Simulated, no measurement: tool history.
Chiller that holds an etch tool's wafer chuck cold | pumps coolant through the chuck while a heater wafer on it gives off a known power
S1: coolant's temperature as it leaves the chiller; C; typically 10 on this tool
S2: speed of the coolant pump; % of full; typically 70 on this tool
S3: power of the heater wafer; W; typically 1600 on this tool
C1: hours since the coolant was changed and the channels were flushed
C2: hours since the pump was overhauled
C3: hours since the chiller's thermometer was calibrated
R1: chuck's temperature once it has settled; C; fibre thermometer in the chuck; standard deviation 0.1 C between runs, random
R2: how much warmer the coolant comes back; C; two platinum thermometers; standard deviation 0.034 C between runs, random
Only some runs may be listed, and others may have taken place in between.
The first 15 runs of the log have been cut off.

run 16 hour=2747.4 | S1=10 S2=63 S3=1600 | C1=176 C2=7545 C3=2507 | R1=29.9 R2=6.15
run 17 hour=2962.6 | S1=10 S2=63 S3=1600 | C1=391 C2=7761 C3=2722 | R1=29.6 R2=6.12
run 18 hour=3170.7 | S1=9 S2=84 S3=956 | C1=600 C2=7969 C3=2930 | R1=17.9 R2=2.63
run 19 hour=3300.5 | S1=14 S2=67 S3=1600 | C1=729 C2=8098 C3=3060 | R1=32.5 R2=5.72
run 20 hour=3499.2 | S1=14 S2=67 S3=1600 | C1=928 C2=8297 C3=3259 | R1=32.6 R2=5.77
-- hour=3699.9 chiller's thermometer calibrated
run 21 hour=3716.4 | S1=14 S2=67 S3=1600 | C1=1144 C2=8513 C3=17 | R1=32.7 R2=5.71
run 22 hour=3813.9 | S1=14 S2=67 S3=1600 | C1=1242 C2=8611 C3=114 | R1=32.4 R2=5.78
run 23 hour=3969.7 | S1=14 S2=67 S3=1600 | C1=1398 C2=8767 C3=270 | R1=32.5 R2=5.72
run 24 hour=4107.2 | S1=9 S2=71 S3=1563 | C1=1535 C2=8904 C3=407 | R1=26.3 R2=5.27
run 25 hour=4282.7 | S1=9 S2=71 S3=1563 | C1=1711 C2=9080 C3=583 | R1=26.1 R2=5.22
run 26 hour=4474.4 | S1=4 S2=71 S3=2172 | C1=1902 C2=9271 C3=775 | R1=27.9 R2=7.23
run 27 hour=4702.8 | S1=2 S2=85 S3=1000 | C1=2131 C2=9500 C3=1003 | R1=11.3 R2=2.75
run 28 hour=4801.7 | S1=10 S2=68 S3=1600 | C1=2230 C2=9599 C3=1102 | R1=28.4 R2=5.64
run 29 hour=4994.9 | S1=10 S2=68 S3=1600 | C1=2423 C2=9792 C3=1295 | R1=28.3 R2=5.68
run 30 hour=5217.4 | S1=10 S2=68 S3=1600 | C1=2645 C2=10014 C3=1517 | R1=28.4 R2=5.67
run 31 hour=5434.7 | S1=10 S2=94 S3=1600 | C1=2863 C2=10232 C3=1735 | R1=23.5 R2=3.87
run 32 hour=5533.5 | S1=17 S2=71 S3=1338 | C1=2961 C2=10330 C3=1834 | R1=31.7 R2=4.44

Below are 4 alternative next runs, each starting from the tool's condition after run 32. Predict each:
run A hour=5678.9 | S1=11 S2=72 S3=1201 | C1=3107 C2=10476 C3=1979 | R1=? R2=?
run B hour=5678.9 | S1=1 S2=70 S3=1600 | C1=3107 C2=10476 C3=1979 | R1=? R2=?
run C hour=5678.9 | S1=17 S2=69 S3=1338 | C1=3107 C2=10476 C3=1979 | R1=? R2=?
run D hour=5678.9 | S1=1 S2=71 S3=1338 | C1=3107 C2=10476 C3=1979 | R1=? R2=?

run=A R1=24.0 R2=3.93
run=B R1=19.0 R2=5.42
run=C R1=32.4 R2=4.66
run=D R1=15.7 R2=4.39
Stripped of hidden state, with their random variation kept, the same runs would have yielded:
run=A R1=24.0 R2=3.93
run=B R1=19.0 R2=5.41
run=C R1=32.3 R2=4.65
run=D R1=15.6 R2=4.39
